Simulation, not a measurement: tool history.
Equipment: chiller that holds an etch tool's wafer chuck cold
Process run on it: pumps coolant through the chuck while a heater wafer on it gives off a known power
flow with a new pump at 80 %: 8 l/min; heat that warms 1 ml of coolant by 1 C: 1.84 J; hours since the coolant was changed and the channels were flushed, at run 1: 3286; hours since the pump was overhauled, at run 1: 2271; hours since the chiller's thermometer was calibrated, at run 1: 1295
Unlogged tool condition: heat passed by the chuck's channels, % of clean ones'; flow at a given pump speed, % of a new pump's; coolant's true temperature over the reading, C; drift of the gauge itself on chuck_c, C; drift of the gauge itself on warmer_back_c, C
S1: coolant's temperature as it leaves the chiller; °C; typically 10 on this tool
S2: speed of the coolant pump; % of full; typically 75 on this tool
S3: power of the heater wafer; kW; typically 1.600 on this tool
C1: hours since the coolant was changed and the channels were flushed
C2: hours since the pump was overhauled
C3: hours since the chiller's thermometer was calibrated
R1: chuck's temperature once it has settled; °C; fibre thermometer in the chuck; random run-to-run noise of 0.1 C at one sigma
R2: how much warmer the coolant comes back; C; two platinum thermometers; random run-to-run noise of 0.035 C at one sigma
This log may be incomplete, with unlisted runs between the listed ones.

run 1 hour=0.0 | S1=10 S2=75 S3=1.600 | C1=3286 C2=2271 C3=1295 | R1=31.3 R2=7.10
run 2 hour=29.8 | S1=10 S2=75 S3=1.280 | C1=3316 C2=2301 C3=1325 | R1=26.9 R2=5.60
run 3 hour=73.2 | S1=10 S2=75 S3=1.280 | C1=3360 C2=2344 C3=1369 | R1=26.9 R2=5.69
run 4 hour=109.6 | S1=10 S2=75 S3=1.280 | C1=3396 C2=2381 C3=1405 | R1=27.0 R2=5.62
run 5 hour=140.3 | S1=10 S2=75 S3=0.914 | C1=3427 C2=2411 C3=1436 | R1=22.1 R2=4.05
run 6 hour=165.0 | S1=10 S2=75 S3=1.600 | C1=3451 C2=2436 C3=1460 | R1=31.2 R2=7.04
run 7 hour=202.7 | S1=10 S2=75 S3=1.600 | C1=3489 C2=2474 C3=1498 | R1=31.1 R2=7.01
run 8 hour=239.4 | S1=10 S2=75 S3=1.600 | C1=3526 C2=2510 C3=1535 | R1=31.4 R2=7.09
run 9 hour=272.7 | S1=10 S2=75 S3=1.600 | C1=3559 C2=2544 C3=1568 | R1=31.2 R2=7.13
run 10 hour=325.9 | S1=10 S2=75 S3=1.600 | C1=3612 C2=2597 C3=1621 | R1=31.3 R2=7.06
run 11 hour=351.9 | S1=10 S2=75 S3=1.600 | C1=3638 C2=2623 C3=1647 | R1=31.2 R2=7.09
run 12 hour=400.9 | S1=10 S2=75 S3=1.600 | C1=3687 C2=2672 C3=1696 | R1=31.2 R2=7.04
run 13 hour=442.6 | S1=10 S2=75 S3=1.600 | C1=3729 C2=2714 C3=1738 | R1=31.3 R2=7.10
run 14 hour=488.8 | S1=10 S2=91 S3=1.600 | C1=3775 C2=2760 C3=1784 | R1=29.2 R2=5.90
run 15 hour=521.5 | S1=10 S2=91 S3=1.600 | C1=3808 C2=2793 C3=1817 | R1=29.2 R2=5.90
run 16 hour=558.4 | S1=10 S2=71 S3=1.154 | C1=3845 C2=2829 C3=1854 | R1=25.9 R2=5.38
run 17 hour=611.8 | S1=10 S2=75 S3=1.023 | C1=3898 C2=2883 C3=1907 | R1=23.5 R2=4.60
run 18 hour=654.9 | S1=0 S2=83 S3=1.188 | C1=3941 C2=2926 C3=1950 | R1=14.8 R2=4.82
run 19 hour=706.5 | S1=16 S2=97 S3=2.103 | C1=3993 C2=2978 C3=2002 | R1=40.4 R2=7.31
-- hour=715.1 coolant pump overhauled
run 20 hour=753.2 | S1=16 S2=97 S3=2.103 | C1=4035 C2=38 C3=2044 | R1=40.9 R2=7.34
run 21 hour=812.8 | S1=16 S2=97 S3=2.103 | C1=4094 C2=98 C3=2103 | R1=40.8 R2=7.29
-- hour=821.5 coolant pump overhauled, once more
run 22 hour=875.5 | S1=2 S2=60 S3=1.200 | C1=4152 C2=54 C3=2161 | R1=19.7 R2=6.42
run 23 hour=911.7 | S1=0 S2=75 S3=1.600 | C1=4188 C2=90 C3=2197 | R1=21.2 R2=6.89
run 24 hour=939.0 | S1=10 S2=75 S3=1.600 | C1=4215 C2=117 C3=2224 | R1=31.0 R2=6.93
run 25 hour=971.8 | S1=10 S2=75 S3=1.600 | C1=4248 C2=150 C3=2257 | R1=31.2 R2=6.89
run 26 hour=1018.2 | S1=10 S2=75 S3=1.600 | C1=4295 C2=197 C3=2304 | R1=31.3 R2=6.94
run 27 hour=1072.3 | S1=5 S2=75 S3=2.285 | C1=4349 C2=251 C3=2358 | R1=35.3 R2=9.89
run 28 hour=1100.0 | S1=3 S2=73 S3=1.515 | C1=4376 C2=278 C3=2385 | R1=23.5 R2=6.77

For run 29, what comes out?
run 29 hour=1133.2 | S1=3 S2=73 S3=1.515 | C1=4409 C2=312 C3=2418 | R1=? R2=?

Run 29 measured R1 23.4 °C, R2 6.75 C.
With no hidden state in the tool, this same run would have given R1 22.1 °C, R2 6.74 C.
